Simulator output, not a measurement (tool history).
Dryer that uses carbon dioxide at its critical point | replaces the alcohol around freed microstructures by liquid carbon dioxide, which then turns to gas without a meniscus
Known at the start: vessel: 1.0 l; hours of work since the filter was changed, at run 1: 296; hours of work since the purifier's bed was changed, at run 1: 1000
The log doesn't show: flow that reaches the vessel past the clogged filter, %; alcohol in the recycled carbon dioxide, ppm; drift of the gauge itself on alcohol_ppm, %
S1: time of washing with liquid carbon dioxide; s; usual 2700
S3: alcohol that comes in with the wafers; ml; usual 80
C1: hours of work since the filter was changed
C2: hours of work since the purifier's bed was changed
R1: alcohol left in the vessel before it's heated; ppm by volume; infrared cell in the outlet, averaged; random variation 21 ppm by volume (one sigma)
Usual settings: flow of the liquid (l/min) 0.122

run 1 hour=0.0 | S1=2700 flow_of_the_liquid_(l/min)=0.122 S3=80 | C1=296 C2=1000 | R1=1753
run 2 hour=23.7 | S1=2700 flow_of_the_liquid_(l/min)=0.122 S3=80 | C1=308 C2=1012 | R1=1759
run 3 hour=78.5 | S1=2700 flow_of_the_liquid_(l/min)=0.103 S3=80 | C1=334 C2=1038 | R1=3300
run 4 hour=123.2 | S1=2700 flow_of_the_liquid_(l/min)=0.103 S3=80 | C1=355 C2=1059 | R1=3370
run 5 hour=153.8 | S1=2700 flow_of_the_liquid_(l/min)=0.103 S3=80 | C1=370 C2=1074 | R1=3497
run 6 hour=200.8 | S1=2700 flow_of_the_liquid_(l/min)=0.103 S3=80 | C1=392 C2=1096 | R1=3435
run 7 hour=251.3 | S1=2700 flow_of_the_liquid_(l/min)=0.103 S3=80 | C1=416 C2=1120 | R1=3665
run 8 hour=296.0 | S1=2700 flow_of_the_liquid_(l/min)=0.082 S3=80 | C1=437 C2=1141 | R1=6929
run 9 hour=319.7 | S1=2700 flow_of_the_liquid_(l/min)=0.139 S3=80 | C1=449 C2=1153 | R1=1177
run 10 hour=371.3 | S1=2700 flow_of_the_liquid_(l/min)=0.139 S3=80 | C1=473 C2=1177 | R1=1222
run 11 hour=410.2 | S1=2700 flow_of_the_liquid_(l/min)=0.139 S3=80 | C1=492 C2=1196 | R1=1221
-- hour=414.6 inlet filter changed
run 12 hour=467.8 | S1=2700 flow_of_the_liquid_(l/min)=0.122 S3=80 | C1=25 C2=1223 | R1=1432
run 13 hour=510.4 | S1=2700 flow_of_the_liquid_(l/min)=0.122 S3=80 | C1=46 C2=1243 | R1=1493
run 14 hour=546.2 | S1=2700 flow_of_the_liquid_(l/min)=0.122 S3=80 | C1=63 C2=1260 | R1=1480
run 15 hour=584.7 | S1=2700 flow_of_the_liquid_(l/min)=0.122 S3=80 | C1=81 C2=1278 | R1=1466
run 16 hour=630.9 | S1=2700 flow_of_the_liquid_(l/min)=0.122 S3=80 | C1=103 C2=1300 | R1=1548
-- hour=655.5 purifier's bed changed
run 17 hour=689.1 | S1=2700 flow_of_the_liquid_(l/min)=0.122 S3=80 | C1=129 C2=16 | R1=1519
run 18 hour=733.8 | S1=2700 flow_of_the_liquid_(l/min)=0.122 S3=80 | C1=151 C2=37 | R1=1544
run 19 hour=767.9 | S1=2700 flow_of_the_liquid_(l/min)=0.122 S3=80 | C1=167 C2=53 | R1=1564
run 20 hour=805.4 | S1=2700 flow_of_the_liquid_(l/min)=0.122 S3=80 | C1=185 C2=71 | R1=1543
run 21 hour=850.0 | S1=2700 flow_of_the_liquid_(l/min)=0.122 S3=80 | C1=206 C2=93 | R1=1607
run 22 hour=886.3 | S1=2700 flow_of_the_liquid_(l/min)=0.122 S3=80 | C1=223 C2=110 | R1=1618
run 23 hour=931.9 | S1=2700 flow_of_the_liquid_(l/min)=0.122 S3=80 | C1=245 C2=132 | R1=1747
run 24 hour=985.3 | S1=2700 flow_of_the_liquid_(l/min)=0.122 S3=80 | C1=270 C2=157 | R1=1693
run 25 hour=1034.3 | S1=2700 flow_of_the_liquid_(l/min)=0.148 S3=44 | C1=294 C2=180 | R1=414
run 26 hour=1066.4 | S1=2160 flow_of_the_liquid_(l/min)=0.086 S3=98 | C1=309 C2=196 | R1=11815
run 27 hour=1096.8 | S1=4080 flow_of_the_liquid_(l/min)=0.157 S3=45 | C1=323 C2=210 | R1=32
run 28 hour=1148.0 | S1=3300 flow_of_the_liquid_(l/min)=0.107 S3=90 | C1=348 C2=234 | R1=1620
run 29 hour=1202.5 | S1=2340 flow_of_the_liquid_(l/min)=0.122 S3=93 | C1=374 C2=260 | R1=3569
run 30 hour=1237.9 | S1=2340 flow_of_the_liquid_(l/min)=0.122 S3=93 | C1=391 C2=277 | R1=3614
run 31 hour=1280.0 | S1=3060 flow_of_the_liquid_(l/min)=0.133 S3=39 | C1=411 C2=297 | R1=385
run 32 hour=1324.4 | S1=3060 flow_of_the_liquid_(l/min)=0.137 S3=95 | C1=432 C2=318 | R1=837
run 33 hour=1380.3 | S1=2160 flow_of_the_liquid_(l/min)=0.081 S3=40 | C1=458 C2=345 | R1=6040
run 34 hour=1427.5 | S1=3900 flow_of_the_liquid_(l/min)=0.152 S3=25 | C1=481 C2=367 | R1=47
-- hour=1452.9 inlet filter changed
run 35 hour=1470.8 | S1=2700 flow_of_the_liquid_(l/min)=0.087 S3=80 | C1=8 C2=388 | R1=4736
run 36 hour=1507.6 | S1=2700 flow_of_the_liquid_(l/min)=0.087 S3=80 | C1=26 C2=405 | R1=4667
run 37 hour=1545.8 | S1=2700 flow_of_the_liquid_(l/min)=0.087 S3=80 | C1=44 C2=423 | R1=4646
run 38 hour=1586.0 | S1=2700 flow_of_the_liquid_(l/min)=0.094 S3=80 | C1=63 C2=443 | R1=3878
run 39 hour=1615.1 | S1=2700 flow_of_the_liquid_(l/min)=0.094 S3=80 | C1=77 C2=456 | R1=3854
run 40 hour=1668.9 | S1=2700 flow_of_the_liquid_(l/min)=0.094 S3=80 | C1=103 C2=482 | R1=3917
run 41 hour=1712.9 | S1=2940 flow_of_the_liquid_(l/min)=0.094 S3=27 | C1=124 C2=503 | R1=1027
run 42 hour=1740.0 | S1=2940 flow_of_the_liquid_(l/min)=0.094 S3=27 | C1=137 C2=516 | R1=1025
run 43 hour=1765.9 | S1=2640 flow_of_the_liquid_(l/min)=0.123 S3=27 | C1=149 C2=528 | R1=578
run 44 hour=1795.1 | S1=2640 flow_of_the_liquid_(l/min)=0.123 S3=27 | C1=163 C2=542 | R1=583
run 45 hour=1820.4 | S1=2640 flow_of_the_liquid_(l/min)=0.123 S3=27 | C1=175 C2=554 | R1=575
run 46 hour=1847.3 | S1=2640 flow_of_the_liquid_(l/min)=0.088 S3=26 | C1=188 C2=567 | R1=1698

4 ways to go on from here, each from the tool as it stands after run 46. What would each give?
run A hour=1876.4 | S1=2700 flow_of_the_liquid_(l/min)=0.122 S3=30 | C1=202 C2=581 | R1=?
run B hour=1876.4 | S1=2580 flow_of_the_liquid_(l/min)=0.144 S3=26 | C1=202 C2=581 | R1=?
run C hour=1876.4 | S1=2700 flow_of_the_liquid_(l/min)=0.097 S3=80 | C1=202 C2=581 | R1=?
run D hour=1876.4 | S1=4140 flow_of_the_liquid_(l/min)=0.080 S3=26 | C1=202 C2=581 | R1=?

run=A R1=636
run=B R1=323
run=C R1=3784
run=D R1=604
Without the tool's hidden state the same runs would have given:
run=A R1=515
run=B R1=247
run=C R1=3271
run=D R1=489
